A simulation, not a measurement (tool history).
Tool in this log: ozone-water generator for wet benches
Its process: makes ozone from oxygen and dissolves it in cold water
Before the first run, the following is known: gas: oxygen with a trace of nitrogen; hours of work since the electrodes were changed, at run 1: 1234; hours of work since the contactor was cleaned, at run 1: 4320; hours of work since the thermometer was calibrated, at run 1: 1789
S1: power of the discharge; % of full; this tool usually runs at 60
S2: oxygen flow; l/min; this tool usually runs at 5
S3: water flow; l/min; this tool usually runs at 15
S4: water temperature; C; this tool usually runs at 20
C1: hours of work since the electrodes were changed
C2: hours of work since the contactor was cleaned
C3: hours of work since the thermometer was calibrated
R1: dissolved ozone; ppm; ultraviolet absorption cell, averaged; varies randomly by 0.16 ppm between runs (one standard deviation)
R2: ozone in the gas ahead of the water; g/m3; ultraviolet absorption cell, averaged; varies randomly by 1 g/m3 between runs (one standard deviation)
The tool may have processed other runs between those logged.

run,day,S1,S2,S3,S4,C1,C2,C3,R1,R2
1,0,60,5,15,20,1234,4320,1789,21.1,173.5
2,1.692,81,5,15,20,1259,4344,1813,25.8,209.2
3,3.1,81,5,15,14,1279,4364,1834,28.3,208.8
4,5.383,81,5,15,14,1312,4397,1867,28.6,212.3
5,7.638,81,5,15,14,1345,4430,1899,28.4,211.7
6,8.717,81,5,15,14,1360,4446,1915,28.4,211.6
7,10.992,93,3.53,10,20,1393,4478,1948,39.4,287.4
8,12.883,60,6.68,21,26,1420,4506,1975,14.4,142.9
9,15.188,60,6.68,21,26,1454,4539,2008,14.2,143.6
10,17.554,64,5.14,15,25,1488,4573,2043,20.1,177.7
11,19.788,64,5.14,15,25,1520,4606,2075,20.7,178

Each row is a separate what-if for the run after 11, all from the same tool condition, not one after another. Results?
A,21.75,81,6.84,15,15,1549,4634,2103,?,?
B,21.75,64,5.14,15,24,1549,4634,2103,?,?
C,21.75,60,3.69,15,20,1549,4634,2103,?,?
D,21.75,42,7.85,21,25,1549,4634,2103,?,?

run,R1,R2
A,26.7,171.8
B,20.4,178.4
C,22.3,211.6
D,11.4,103
Without the tool's unlogged condition, the same runs would have read:
run,R1,R2
A,26.8,172
B,20.5,178.5
C,22.3,211.7
D,11.4,103
